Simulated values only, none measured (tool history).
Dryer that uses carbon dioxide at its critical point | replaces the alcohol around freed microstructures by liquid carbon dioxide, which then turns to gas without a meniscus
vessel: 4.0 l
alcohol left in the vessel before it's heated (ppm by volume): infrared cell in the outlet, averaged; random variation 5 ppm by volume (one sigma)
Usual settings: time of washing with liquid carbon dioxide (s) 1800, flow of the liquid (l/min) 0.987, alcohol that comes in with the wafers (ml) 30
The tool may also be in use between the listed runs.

| run | hour | time of washing with liquid carbon dioxide (s) | flow of the liquid (l/min) | alcohol that comes in with the wafers (ml) | alcohol left in the vessel before it's heated (ppm by volume) |
|---|---|---|---|---|---|
| 1 | 0 | 1800 | 0.987 | 30 | 85 |
| 2 | 39.8 | 2400 | 0.987 | 30 | 56 |
| 3 | 70.8 | 1800 | 0.987 | 30 | 87 |
| 4 | 99 | 1800 | 0.987 | 30 | 74 |
| 5 | 117.7 | 1800 | 0.987 | 30 | 85 |
| 6 | 151.3 | 1800 | 0.759 | 30 | 128 |
| 7 | 188.8 | 1800 | 0.759 | 30 | 132 |
| 8 | 223.7 | 1800 | 0.759 | 30 | 135 |
| 9 | 263.7 | 1800 | 0.759 | 30 | 155 |
| 10 | 302.4 | 1800 | 0.987 | 35 | 98 |
| 11 | 333.3 | 1800 | 0.987 | 30 | 102 |
| 12 | 356.3 | 1800 | 1.06 | 30 | 103 |
| 13 | 390.2 | 1800 | 0.987 | 36 | 120 |
| 14 | 410.9 | 1800 | 0.987 | 31 | 123 |
| 15 | 432.5 | 1800 | 0.987 | 27 | 108 |
| 16 | 451.2 | 1800 | 0.987 | 27 | 117 |
| 17 | 477.6 | 1800 | 0.987 | 27 | 124 |
| 18 | 506.1 | 1800 | 0.82 | 30 | 165 |
| 19 | 533.3 | 2040 | 0.987 | 30 | 123 |
| 20 | 560.1 | 2040 | 0.987 | 30 | 114 |
| 21 | 598.1 | 2040 | 0.987 | 30 | 121 |
| 22 | 617.7 | 2040 | 0.987 | 30 | 143 |
| 23 | 647.3 | 2040 | 0.987 | 30 | 141 |
| 24 | 684.3 | 2040 | 0.987 | 30 | 136 |
| 25 | 714 | 2040 | 0.987 | 30 | 143 |
| 26 | 734.3 | 1800 | 1.079 | 113 | 178 |
| 27 | 762.7 | 2340 | 1.576 | 30 | 137 |
| 28 | 782.4 | 2340 | 1.576 | 30 | 128 |
| 29 | 821.5 | 2280 | 0.654 | 54 | 237 |
| 30 | 853.4 | 1320 | 0.962 | 36 | 291 |
| 31 | 875.1 | 1320 | 0.962 | 36 | 293 |
| 32 | 903 | 1440 | 1.518 | 30 | 158 |
| 33 | 938.7 | 2460 | 0.987 | 30 | 157 |
| 34 | 976.7 | 1260 | 0.73 | 53 | 822 |
| 35 | 1007.4 | 1200 | 0.826 | 49 | 698 |
| 36 | 1028.3 | 1200 | 0.696 | 35 | 764 |
| 37 | 1066.7 | 2160 | 0.987 | 77 | 196 |
| 38 | 1086.7 | 2160 | 1.624 | 56 | 169 |
| 39 | 1120.8 | 2160 | 1.624 | 56 | 182 |
| 40 | 1142.4 | 1800 | 1.33 | 97 | 194 |
| 41 | 1161.3 | 1800 | 1.33 | 97 | 203 |
| 42 | 1185 | 1140 | 0.869 | 32 | 546 |
| 43 | 1216.9 | 1800 | 0.987 | 42 | 239 |
| 44 | 1252 | 1560 | 0.987 | 85 | 373 |
| 45 | 1278.3 | 1920 | 0.987 | 85 | 261 |
| 46 | 1319.8 | 1920 | 1.146 | 27 | 212 |
| 47 | 1336.8 | 1500 | 1.104 | 35 | 259 |

Taken out of this log: 1 entry between the listed runs. Where each belongs, and how the hidden state differs across it:
Between runs 3 and 4: inlet filter changed (hour 78.9)
  flow that reaches the vessel past the clogged filter, %: 87.9 -> 99.1; alcohol in the recycled carbon dioxide, ppm: 53.6 -> 56.9
  measured less the result without the state, alcohol left in the vessel before it's heated (ppm by volume): +66 -> +53
